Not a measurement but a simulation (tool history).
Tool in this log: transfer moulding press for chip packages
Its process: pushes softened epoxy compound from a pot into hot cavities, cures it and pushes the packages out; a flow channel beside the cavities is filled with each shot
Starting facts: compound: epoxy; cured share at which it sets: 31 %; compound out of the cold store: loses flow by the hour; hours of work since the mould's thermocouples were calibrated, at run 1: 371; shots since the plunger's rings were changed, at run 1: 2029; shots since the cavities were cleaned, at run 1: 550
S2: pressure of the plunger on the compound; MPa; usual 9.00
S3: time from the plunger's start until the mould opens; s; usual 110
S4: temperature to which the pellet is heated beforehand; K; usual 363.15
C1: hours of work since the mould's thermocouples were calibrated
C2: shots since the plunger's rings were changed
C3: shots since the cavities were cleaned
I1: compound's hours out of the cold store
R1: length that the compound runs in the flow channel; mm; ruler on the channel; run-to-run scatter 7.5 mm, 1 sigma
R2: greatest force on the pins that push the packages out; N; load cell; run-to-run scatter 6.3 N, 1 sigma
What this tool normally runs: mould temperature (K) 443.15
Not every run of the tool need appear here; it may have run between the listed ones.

Run 1, day 0.000: usual settings; C1 371; C2 2029; C3 550; I1 30.3. Result: R1 792 mm, R2 371 N.
At day 2.850: cavities cleaned with cleaning compound and waxed.
Run 2, day 2.850: usual settings but mould temperature (K) 439.15; C1 408; C2 2679; C3 0; I1 18.7. Result: R1 855 mm, R2 647 N.
Run 3, day 5.562: usual settings but mould temperature (K) 439.15, S3 114 s; C1 444; C2 3311; C3 632; I1 43.9. Result: R1 724 mm, R2 534 N.
At day 7.425: plunger's sealing rings changed.
Run 4, day 7.958: usual settings; C1 475; C2 124; C3 1166; I1 33.3. Result: R1 807 mm, R2 444 N.
At day 8.308: cavities cleaned with cleaning compound and waxed.
Run 5, day 10.729: usual settings; C1 511; C2 756; C3 564; I1 14.2. Result: R1 888 mm, R2 382 N.
At day 11.925: mould's thermocouples calibrated.
Run 6, day 12.254: usual settings; C1 4; C2 1092; C3 900; I1 45.0. Result: R1 729 mm, R2 387 N.
At day 12.733: cavities cleaned with cleaning compound and waxed, once more.
Run 7, day 14.446: usual settings; C1 33; C2 1588; C3 399; I1 18.7. Result: R1 864 mm, R2 347 N.
Run 8, day 16.454: usual settings but S3 136 s; C1 60; C2 2057; C3 868; I1 43.9. Result: R1 737 mm, R2 336 N.
At day 17.900: cavities cleaned with cleaning compound and waxed.
Run 9, day 19.554: usual settings but S4 373.15 K; C1 100; C2 2764; C3 385; I1 47.8. Result: R1 696 mm, R2 346 N.
Run 10, day 21.692: usual settings but S2 10.36 MPa; C1 129; C2 3263; C3 884; I1 45.0. Result: R1 771 mm, R2 379 N.
At day 23.129: cavities cleaned with cleaning compound and waxed.
At day 23.775: plunger's sealing rings changed.
Run 11, day 24.521: usual settings but S2 10.36 MPa, S3 98 s; C1 164; C2 175; C3 301; I1 41.1. Result: R1 824 mm, R2 387 N.
Run 12, day 26.992: usual settings but S2 8.63 MPa, S3 98 s; C1 197; C2 751; C3 877; I1 32.3. Result: R1 781 mm, R2 456 N.
At day 28.404: cavities cleaned with cleaning compound and waxed.
Run 13, day 28.404: usual settings; C1 215; C2 1065; C3 0; I1 40.7. Result: R1 749 mm, R2 253 N.
Run 14, day 31.196: usual settings but S4 365.15 K; C1 253; C2 1716; C3 651; I1 30.9. Result: R1 793 mm, R2 374 N.
At day 33.646: cavities cleaned with cleaning compound and waxed.
Run 15, day 33.742: usual settings but S4 365.15 K; C1 286; C2 2294; C3 22; I1 21.8. Result: R1 830 mm, R2 270 N.
Run 16, day 35.683: usual settings but S2 7.21 MPa, S4 354.15 K; C1 312; C2 2748; C3 476; I1 38.5. Result: R1 670 mm, R2 373 N.
Run 17, day 37.679: usual settings but mould temperature (K) 450.15, S2 10.75 MPa, S3 94 s, S4 368.15 K; C1 339; C2 3213; C3 941; I1 20.6. Result: R1 875 mm, R2 401 N.
At day 38.979: cavities cleaned with cleaning compound and waxed.
At day 39.908: plunger's sealing rings changed.
Run 18, day 40.033: usual settings but mould temperature (K) 449.15, S2 7.57 MPa, S3 94 s, S4 368.15 K; C1 368; C2 29; C3 222; I1 37.2. Result: R1 698 mm, R2 280 N.
Run 19, day 42.938: usual settings but mould temperature (K) 445.15, S2 7.67 MPa, S3 143 s, S4 362.15 K; C1 407; C2 706; C3 899; I1 9.9. Result: R1 838 mm, R2 342 N.
At day 44.275: cavities cleaned with cleaning compound and waxed.
Run 20, day 44.900: usual settings but mould temperature (K) 445.15, S2 9.18 MPa, S3 143 s, S4 357.15 K; C1 432; C2 1149; C3 146; I1 10.7. Result: R1 900 mm, R2 231 N.
Run 21, day 47.971: usual settings but mould temperature (K) 445.15, S2 9.18 MPa, S3 143 s, S4 357.15 K; C1 473; C2 1864; C3 861; I1 46.8. Result: R1 705 mm, R2 341 N.
At day 49.546: cavities cleaned with cleaning compound and waxed.
Run 22, day 50.438: usual settings but S3 111 s; C1 505; C2 2425; C3 208; I1 45.5. Result: R1 725 mm, R2 295 N.
At day 52.071: mould's thermocouples calibrated.
Run 23, day 53.296: usual settings but S3 111 s; C1 16; C2 3072; C3 855; I1 37.9. Result: R1 746 mm, R2 393 N.
At day 54.900: cavities cleaned with cleaning compound and waxed.
Run 24, day 54.900: usual settings but S3 111 s; C1 37; C2 3431; C3 0; I1 29.4. Result: R1 781 mm, R2 236 N.
At day 56.296: plunger's sealing rings changed.
Run 25, day 57.842: usual settings but S2 7.87 MPa, S3 105 s; C1 75; C2 360; C3 661; I1 36.4. Result: R1 734 mm, R2 400 N.
Run 26, day 59.196: usual settings but S2 7.87 MPa, S3 105 s; C1 93; C2 676; C3 977; I1 46.9. Result: R1 669 mm, R2 420 N.
At day 60.300: cavities cleaned with cleaning compound and waxed.
Run 27, day 60.546: usual settings but S2 7.87 MPa, S3 105 s; C1 110; C2 977; C3 58; I1 47.5. Result: R1 670 mm, R2 266 N.

What if the next run were any one of these 4? Each begins from the tool's condition after run 27:
Run A, day 62.875: usual settings but mould temperature (K) 437.15, S2 7.40 MPa, S3 123 s; C1 141; C2 1520; C3 601; I1 44.7. Result: R1 ?, R2 ?.
Run B, day 62.875: usual settings but S3 93 s; C1 141; C2 1520; C3 601; I1 18.5. Result: R1 ?, R2 ?.
Run C, day 62.875: usual settings but S3 108 s; C1 141; C2 1520; C3 601; I1 15.2. Result: R1 ?, R2 ?.
Run D, day 62.875: usual settings but S2 7.08 MPa, S3 124 s; C1 141; C2 1520; C3 601; I1 23.4. Result: R1 ?, R2 ?.

run   R1   R2
  A  685  425
  B  853  507
  C  859  400
  D  725  344
Without the tool's unlogged condition, the same runs would have read:
run   R1   R2
  A  705  276
  B  877  326
  C  883  260
  D  745  228
